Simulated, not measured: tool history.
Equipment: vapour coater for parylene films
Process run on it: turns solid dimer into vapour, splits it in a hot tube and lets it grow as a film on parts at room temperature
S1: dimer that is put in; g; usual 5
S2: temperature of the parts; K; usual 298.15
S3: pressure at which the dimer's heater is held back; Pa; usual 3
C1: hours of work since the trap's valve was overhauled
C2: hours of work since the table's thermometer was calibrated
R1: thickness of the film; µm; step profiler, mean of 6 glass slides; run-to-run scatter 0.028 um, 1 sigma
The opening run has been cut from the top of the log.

Run 2, hour 23: usual settings but S2 291.15 K; C1 100; C2 272. Result: R1 3.09 µm.
Run 3, hour 51.3: usual settings but S2 291.15 K; C1 119; C2 291. Result: R1 3.01 µm.
Run 4, hour 76.6: usual settings; C1 135; C2 307. Result: R1 2.28 µm.
Run 5, hour 101.9: usual settings but S1 8 g; C1 152; C2 324. Result: R1 3.68 µm.
Run 6, hour 132.2: usual settings but S3 5.6 Pa; C1 172; C2 344. Result: R1 1.94 µm.
Run 7, hour 153.3: usual settings but S3 10.87 Pa; C1 186; C2 358. Result: R1 1.6 µm.
Run 8, hour 186.5: usual settings but S1 2 g, S3 10.87 Pa; C1 208; C2 380. Result: R1 0.62 µm.
Run 9, hour 210: usual settings; C1 224; C2 396. Result: R1 2.17 µm.
Run 10, hour 235.6: usual settings but S3 2.99 Pa; C1 240; C2 413. Result: R1 2.17 µm.
Run 11, hour 264.9: usual settings but S2 306.15 K; C1 260; C2 432. Result: R1 1.56 µm.
Run 12, hour 291.4: usual settings but S1 3 g, S2 306.15 K; C1 277; C2 450. Result: R1 0.97 µm.
Run 13, hour 321.2: usual settings but S1 3 g, S2 306.15 K; C1 297; C2 469. Result: R1 0.92 µm.
Run 14, hour 345.9: usual settings but S1 3 g, S2 306.15 K; C1 313; C2 486. Result: R1 0.91 µm.
Run 15, hour 368.1: usual settings; C1 328; C2 500. Result: R1 2.09 µm.
At hour 370.8: table's thermometer calibrated.
At hour 383.6: trap's valve overhauled.
Run 16, hour 397.9: usual settings but S1 2 g, S2 306.15 K, S3 8.79 Pa; C1 9; C2 15. Result: R1 0.52 µm.
Run 17, hour 416.8: usual settings but S1 2 g, S2 306.15 K, S3 8.79 Pa; C1 22; C2 28. Result: R1 0.53 µm.
Run 18, hour 439.8: usual settings but S1 2 g, S2 306.15 K, S3 8.79 Pa; C1 37; C2 43. Result: R1 0.57 µm.
Run 19, hour 466.9: usual settings but S1 8 g, S2 293.15 K, S3 2.18 Pa; C1 55; C2 61. Result: R1 4.94 µm.
Run 20, hour 486.5: usual settings but S1 8 g, S2 293.15 K, S3 2.18 Pa; C1 68; C2 74. Result: R1 4.85 µm.
Run 21, hour 501.9: usual settings but S1 8 g, S2 293.15 K, S3 2.18 Pa; C1 78; C2 84. Result: R1 4.91 µm.
Run 22, hour 524.5: usual settings but S1 6 g, S2 293.15 K, S3 7.64 Pa; C1 93; C2 99. Result: R1 2.67 µm.
Run 23, hour 538.7: usual settings but S1 6 g, S2 299.15 K, S3 4.23 Pa; C1 103; C2 108. Result: R1 2.48 µm.
At hour 545.1: table's thermometer calibrated, once more.
Run 24, hour 572.4: usual settings but S1 6 g, S2 299.15 K, S3 4.23 Pa; C1 124; C2 18. Result: R1 2.44 µm.
Run 25, hour 597.7: usual settings but S1 3 g, S2 300.15 K, S3 2.46 Pa; C1 141; C2 35. Result: R1 1.33 µm.
Run 26, hour 618.7: usual settings but S1 3 g, S2 301.15 K, S3 6.82 Pa; C1 155; C2 49. Result: R1 1.02 µm.

Run 27 is up next; what results do you expect?
Run 27, hour 649.5: usual settings but S1 3 g, S2 301.15 K, S3 6.82 Pa; C1 175; C2 69. Result: R1 ?.

{"run 27": {"R1": 1}}
Without the tool's hidden state the same run would have given R1 1.08 µm.
